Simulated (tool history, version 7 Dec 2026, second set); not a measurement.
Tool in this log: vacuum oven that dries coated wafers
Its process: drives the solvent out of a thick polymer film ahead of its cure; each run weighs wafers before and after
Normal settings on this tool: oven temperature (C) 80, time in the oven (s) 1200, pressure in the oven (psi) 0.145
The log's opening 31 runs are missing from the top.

run,day,oven temperature (C),time in the oven (s),pressure in the oven (psi),hours of work since the thermocouples were calibrated,hours of work since the vacuum gauge was cleaned of residue,solvent left in the film (%)
32,107.471,91,960,0.097,131,2659,0.51
33,112.458,66,2040,0.516,198,2726,5.89
34,114.817,84,2160,0.186,230,2757,0.92
# day 116.575: vacuum gauge cleaned of residue and calibrated
35,119.662,84,2160,0.186,294,41,0.70
36,121.958,84,2160,0.189,324,72,0.61
37,124.679,77,960,0.194,361,108,2.76
38,127.779,65,900,0.470,402,150,8.95
39,131.592,80,1200,0.145,453,201,1.32
40,135.550,80,1200,0.145,506,254,1.27
41,140.412,80,1200,0.145,571,319,1.26
42,143.125,81,2100,0.516,607,355,2.11
43,147.983,81,2100,0.516,672,420,2.11
44,152.967,72,720,0.100,739,486,5.58
45,158.083,72,720,0.100,807,555,5.71
46,161.925,91,1200,0.145,858,606,0.48

4 ways to go on from here, each from the tool as it stands after run 46. What would each give?
A,166.408,74,2100,0.257,918,666,?
B,166.408,91,1140,0.145,918,666,?
C,166.408,91,660,0.145,918,666,?
D,166.408,74,2160,0.084,918,666,?

run,solvent left in the film (%)
A,1.80
B,0.51
C,0.89
D,0.95
What these runs would have given with no unlogged condition in the tool:
run,solvent left in the film (%)
A,1.58
B,0.44
C,0.74
D,0.76

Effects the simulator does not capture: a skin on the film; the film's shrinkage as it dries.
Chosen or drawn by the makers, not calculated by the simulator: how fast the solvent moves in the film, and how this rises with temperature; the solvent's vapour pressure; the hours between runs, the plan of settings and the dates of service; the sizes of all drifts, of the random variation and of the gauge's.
